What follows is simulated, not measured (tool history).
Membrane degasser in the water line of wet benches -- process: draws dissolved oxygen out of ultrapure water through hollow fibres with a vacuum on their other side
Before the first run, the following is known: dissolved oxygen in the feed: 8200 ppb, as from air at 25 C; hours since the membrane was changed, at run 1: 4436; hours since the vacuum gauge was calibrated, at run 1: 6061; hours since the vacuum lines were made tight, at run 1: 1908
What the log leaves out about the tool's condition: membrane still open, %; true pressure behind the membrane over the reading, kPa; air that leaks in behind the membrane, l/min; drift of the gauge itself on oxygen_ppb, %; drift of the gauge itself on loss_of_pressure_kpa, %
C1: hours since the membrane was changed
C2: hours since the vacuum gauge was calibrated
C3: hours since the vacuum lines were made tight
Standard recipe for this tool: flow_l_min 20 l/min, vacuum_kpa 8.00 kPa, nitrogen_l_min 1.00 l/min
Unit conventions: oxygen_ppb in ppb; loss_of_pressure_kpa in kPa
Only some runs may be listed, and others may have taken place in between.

Run 1, day 0.000: usual settings; C1 4436; C2 6061; C3 1908. Result: oxygen_ppb 306.7 ppb, loss_of_pressure_kpa 60.84 kPa.
Run 2, day 4.029: usual settings but vacuum_kpa 19.49 kPa; C1 4533; C2 6158; C3 2005. Result: oxygen_ppb 761.3 ppb, loss_of_pressure_kpa 60.87 kPa.
Run 3, day 7.321: usual settings but vacuum_kpa 19.49 kPa; C1 4612; C2 6237; C3 2084. Result: oxygen_ppb 766.7 ppb, loss_of_pressure_kpa 60.77 kPa.
Run 4, day 10.538: usual settings; C1 4689; C2 6314; C3 2161. Result: oxygen_ppb 309.0 ppb, loss_of_pressure_kpa 61.14 kPa.
Run 5, day 12.975: usual settings; C1 4748; C2 6373; C3 2220. Result: oxygen_ppb 307.5 ppb, loss_of_pressure_kpa 61.60 kPa.
Run 6, day 16.438: usual settings; C1 4831; C2 6456; C3 2303. Result: oxygen_ppb 309.7 ppb, loss_of_pressure_kpa 61.08 kPa.
Run 7, day 21.342: usual settings; C1 4949; C2 6574; C3 2421. Result: oxygen_ppb 303.1 ppb, loss_of_pressure_kpa 61.62 kPa.
Run 8, day 23.721: usual settings but nitrogen_l_min 2.43 l/min; C1 5006; C2 6631; C3 2478. Result: oxygen_ppb 184.5 ppb, loss_of_pressure_kpa 61.10 kPa.
Run 9, day 26.521: usual settings but nitrogen_l_min 2.43 l/min; C1 5073; C2 6698; C3 2545. Result: oxygen_ppb 189.1 ppb, loss_of_pressure_kpa 61.05 kPa.
Run 10, day 29.112: usual settings but vacuum_kpa 5.62 kPa; C1 5135; C2 6760; C3 2607. Result: oxygen_ppb 205.3 ppb, loss_of_pressure_kpa 61.30 kPa.
Run 11, day 32.458: usual settings; C1 5215; C2 6840; C3 2687. Result: oxygen_ppb 304.2 ppb, loss_of_pressure_kpa 61.75 kPa.
At day 32.688: vacuum gauge calibrated.
Run 12, day 35.858: usual settings; C1 5296; C2 76; C3 2768. Result: oxygen_ppb 314.7 ppb, loss_of_pressure_kpa 61.32 kPa.
Run 13, day 40.496: usual settings but vacuum_kpa 5.36 kPa; C1 5408; C2 187; C3 2880. Result: oxygen_ppb 201.9 ppb, loss_of_pressure_kpa 61.44 kPa.
Run 14, day 44.433: usual settings but vacuum_kpa 5.36 kPa; C1 5502; C2 282; C3 2974. Result: oxygen_ppb 204.9 ppb, loss_of_pressure_kpa 61.90 kPa.
Run 15, day 49.121: usual settings but vacuum_kpa 16.02 kPa; C1 5615; C2 394; C3 3087. Result: oxygen_ppb 636.2 ppb, loss_of_pressure_kpa 61.10 kPa.
Run 16, day 51.258: usual settings but vacuum_kpa 16.02 kPa; C1 5666; C2 446; C3 3138. Result: oxygen_ppb 642.1 ppb, loss_of_pressure_kpa 61.62 kPa.
Run 17, day 54.546: usual settings but flow_l_min 14 l/min, vacuum_kpa 7.96 kPa, nitrogen_l_min 1.83 l/min; C1 5745; C2 525; C3 3217. Result: oxygen_ppb 113.7 ppb, loss_of_pressure_kpa 43.07 kPa.
At day 58.696: vacuum gauge calibrated, once more.
Run 18, day 58.696: usual settings but flow_l_min 14 l/min, vacuum_kpa 6.51 kPa, nitrogen_l_min 0.72 l/min; C1 5844; C2 0; C3 3316. Result: oxygen_ppb 158.6 ppb, loss_of_pressure_kpa 43.24 kPa.
Run 19, day 63.533: usual settings but flow_l_min 14 l/min, vacuum_kpa 9.04 kPa, nitrogen_l_min 1.05 l/min; C1 5960; C2 116; C3 3432. Result: oxygen_ppb 195.9 ppb, loss_of_pressure_kpa 43.08 kPa.
Run 20, day 65.596: usual settings but flow_l_min 14 l/min, vacuum_kpa 9.04 kPa, nitrogen_l_min 2.63 l/min; C1 6010; C2 166; C3 3482. Result: oxygen_ppb 91.3 ppb, loss_of_pressure_kpa 43.09 kPa.
Run 21, day 70.150: usual settings but vacuum_kpa 5.06 kPa, nitrogen_l_min 2.08 l/min; C1 6119; C2 275; C3 3591. Result: oxygen_ppb 131.2 ppb, loss_of_pressure_kpa 61.85 kPa.
Run 22, day 74.158: usual settings but vacuum_kpa 5.06 kPa, nitrogen_l_min 2.08 l/min; C1 6215; C2 371; C3 3687. Result: oxygen_ppb 129.4 ppb, loss_of_pressure_kpa 61.05 kPa.
Run 23, day 76.442: usual settings but vacuum_kpa 6.57 kPa, nitrogen_l_min 1.91 l/min; C1 6270; C2 426; C3 3742. Result: oxygen_ppb 171.7 ppb, loss_of_pressure_kpa 61.55 kPa.
Run 24, day 79.133: usual settings but flow_l_min 19 l/min, vacuum_kpa 13.95 kPa, nitrogen_l_min 1.60 l/min; C1 6335; C2 490; C3 3806. Result: oxygen_ppb 355.2 ppb, loss_of_pressure_kpa 58.57 kPa.
Run 25, day 81.788: usual settings but flow_l_min 19 l/min, vacuum_kpa 19.90 kPa, nitrogen_l_min 0.88 l/min; C1 6398; C2 554; C3 3870. Result: oxygen_ppb 802.9 ppb, loss_of_pressure_kpa 58.75 kPa.
Run 26, day 84.371: usual settings but flow_l_min 29 l/min, vacuum_kpa 19.90 kPa, nitrogen_l_min 0.86 l/min; C1 6460; C2 616; C3 3932. Result: oxygen_ppb 1288.1 ppb, loss_of_pressure_kpa 89.46 kPa.
Run 27, day 88.475: usual settings but flow_l_min 14 l/min, vacuum_kpa 5.65 kPa, nitrogen_l_min 0.73 l/min; C1 6559; C2 715; C3 4031. Result: oxygen_ppb 122.3 ppb, loss_of_pressure_kpa 43.02 kPa.
Run 28, day 91.100: usual settings but flow_l_min 12 l/min, vacuum_kpa 13.61 kPa, nitrogen_l_min 0.73 l/min; C1 6622; C2 778; C3 4094. Result: oxygen_ppb 380.1 ppb, loss_of_pressure_kpa 36.94 kPa.
Run 29, day 95.921: usual settings but flow_l_min 12 l/min, vacuum_kpa 13.61 kPa, nitrogen_l_min 0.73 l/min; C1 6738; C2 893; C3 4209. Result: oxygen_ppb 377.6 ppb, loss_of_pressure_kpa 36.98 kPa.
Run 30, day 100.758: usual settings but flow_l_min 28 l/min, vacuum_kpa 7.03 kPa, nitrogen_l_min 1.77 l/min; C1 6854; C2 1009; C3 4325. Result: oxygen_ppb 420.3 ppb, loss_of_pressure_kpa 86.88 kPa.
Run 31, day 104.967: usual settings but flow_l_min 28 l/min, vacuum_kpa 7.03 kPa, nitrogen_l_min 1.77 l/min; C1 6955; C2 1110; C3 4426. Result: oxygen_ppb 429.3 ppb, loss_of_pressure_kpa 86.88 kPa.
Run 32, day 108.433: usual settings but flow_l_min 28 l/min, vacuum_kpa 10.73 kPa, nitrogen_l_min 0.55 l/min; C1 7038; C2 1194; C3 4510. Result: oxygen_ppb 942.3 ppb, loss_of_pressure_kpa 86.68 kPa.

Some steps in oxygen_ppb, run to run, broken into two amounts with sign: the step expected even without the hidden condition (settings, incoming material, random variation), and the rest, left for the hidden condition together with whatever gauge scatter is not in both the measured and the hidden-condition-free result:
Run 16 -> 17: flow_l_min 20 -> 14, vacuum_kpa 16.02 -> 7.96, nitrogen_l_min 1.00 -> 1.83. oxygen_ppb -528.4 ppb: hidden state -21.2, all else -507.2.
Run 26 -> 27: flow_l_min 29 -> 14, vacuum_kpa 19.90 -> 5.65, nitrogen_l_min 0.86 -> 0.73. oxygen_ppb -1165.8 ppb: hidden state -26.8, all else -1139.0.
Run 29 -> 30: flow_l_min 12 -> 28, vacuum_kpa 13.61 -> 7.03, nitrogen_l_min 0.73 -> 1.77. oxygen_ppb +42.7 ppb: hidden state +29.6, all else +13.1.
Run 31 -> 32: vacuum_kpa 7.03 -> 10.73, nitrogen_l_min 1.77 -> 0.55. oxygen_ppb +513.0 ppb: hidden state -2.9, all else +515.9.
